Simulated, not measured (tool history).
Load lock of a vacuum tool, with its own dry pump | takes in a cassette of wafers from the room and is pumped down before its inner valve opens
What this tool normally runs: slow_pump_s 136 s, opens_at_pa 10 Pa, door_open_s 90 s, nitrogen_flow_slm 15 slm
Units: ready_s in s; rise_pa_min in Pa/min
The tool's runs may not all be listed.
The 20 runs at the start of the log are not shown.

run,hour,slow_pump_s,opens_at_pa,door_open_s,nitrogen_flow_slm,"incoming humidity of the room's air, %",ready_s,rise_pa_min
21,3212.9,147,14,88,13,42.4,192.9,0.040
22,3354.9,219,16,74,5,43.6,257.8,0.057
23,3533.5,136,10,51,7,46.1,187.7,0.076
24,3645.3,136,10,90,7,45.6,187.6,0.083
25,3741.8,136,10,71,8,42.9,186.1,0.087
26,3896.2,136,10,71,8,49.9,186.0,0.104
27,3991.6,257,9,54,21,45.1,299.0,0.104
28,4201.6,257,9,54,21,45.9,299.6,0.114
29,4406.5,136,10,90,4,42.5,188.6,0.153
30,4528.3,136,10,29,10,45.2,186.3,0.158
31,4629.0,136,16,146,15,45.4,183.5,0.184
32,4756.0,226,17,106,23,44.6,268.1,0.179
33,4948.1,95,7,163,8,43.2,153.9,0.214
34,5091.6,95,7,163,8,49.3,154.1,0.238
35,5249.3,95,10,163,20,46.0,148.6,0.254

Each row is a separate what-if for the run after 35, all from the same tool condition, not one after another. Results?
A,5429.5,105,12,56,15,45.2,?,?
B,5429.5,136,10,31,15,48.8,?,?
C,5429.5,136,7,25,13,46.9,?,?

run,ready_s,rise_pa_min
A,159.6,0.278
B,187.2,0.274
C,187.8,0.279
Take away the tool's hidden state, keep each run's random variation, and the runs would have read:
run,ready_s,rise_pa_min
A,155.4,0.014
B,183.1,0.011
C,183.6,0.016
